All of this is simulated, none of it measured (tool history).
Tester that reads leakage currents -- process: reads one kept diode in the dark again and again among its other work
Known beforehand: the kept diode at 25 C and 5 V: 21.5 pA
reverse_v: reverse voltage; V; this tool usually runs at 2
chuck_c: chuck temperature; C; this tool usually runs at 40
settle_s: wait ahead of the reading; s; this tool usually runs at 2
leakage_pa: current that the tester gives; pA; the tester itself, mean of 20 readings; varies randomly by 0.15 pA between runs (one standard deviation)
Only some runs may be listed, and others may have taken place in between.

run    hour  reverse_v  chuck_c  settle_s  leakage_pa
  1       0          2       40         2       49.34
  2    70.9          2       40         2       49.56
  3   161.4          2       40         2       49.69
  4   247.4          2       40         2       50.06
  5   294.2          2       40         2       49.97
  6   370.1          2       34         2       32.97
  7   462.2          2       34         2       33.31
  8   541.3          2       34         2       33.27
  9   623.4          2       40         2        50.4
 10   715.4          2       40      0.44       51.18
 11   811.8          2       40      0.44       51.38
 12   862.2          2       40      0.44       51.32
 13   905.9          2       40      0.44       51.26
 14   997.5          2       33      0.44       32.27
 15  1063.1          2       33      0.44        32.2
 16  1114.7          2       33      0.59       32.41
 17  1195.3          2       25         2       18.29
 18  1243.2          2       25         2       18.38
 19  1304.1          2       25         2       18.47
 20  1379.4          2       25         2       18.52
 21  1474.4      16.34       25      5.46       46.83
 22  1572.8       2.29       25      5.46       19.72
 23  1654.5       2.29       25      5.46       19.81
 24  1705.1       1.77       40      4.61       50.24
 25    1803       1.77       55      6.53      132.61
 26  1861.9       1.77       55      6.53      133.15
 27  1941.9          2       38      3.78       46.49
 28    1996          2       38      3.78       46.54
 29  2049.4        1.6       54      3.78      121.01
 30  2124.7       1.54       54      3.78      119.71
     2142.1  -- tester calibrated
 31  2173.6       2.14       26       0.8       21.94
 32  2261.5       2.14       26       0.8       21.87
 33  2310.5          2       25      1.82       19.97
 34  2378.6          2       40       7.9       54.92
 35  2441.2       3.06       46      0.35        97.2
 36  2533.7       1.11       27      0.35       18.48
 37  2586.5       1.11       27      0.35       18.55
 38  2629.1       1.11       27      0.35       18.52
 39  2689.2       1.11       25      0.35       16.18

Consider 5 possible next runs. They are alternatives, not a sequence: every one starts from the tool as it was left by run 39. What does each give?
  A  2776.6       5.44       40      0.98           ?
  B  2776.6          2       40      4.67           ?
  C  2776.6          2       41         2           ?
  D  2776.6       1.11       25      2.75           ?
  E  2776.6       1.11       35      0.35           ?

run  leakage_pa
  A       82.98
  B        56.3
  C       59.77
  D       15.78
  E       32.39
Without the tool's hidden state the same runs would have given:
run  leakage_pa
  A       66.96
  B       46.67
  C       49.68
  D       12.44
  E       26.81
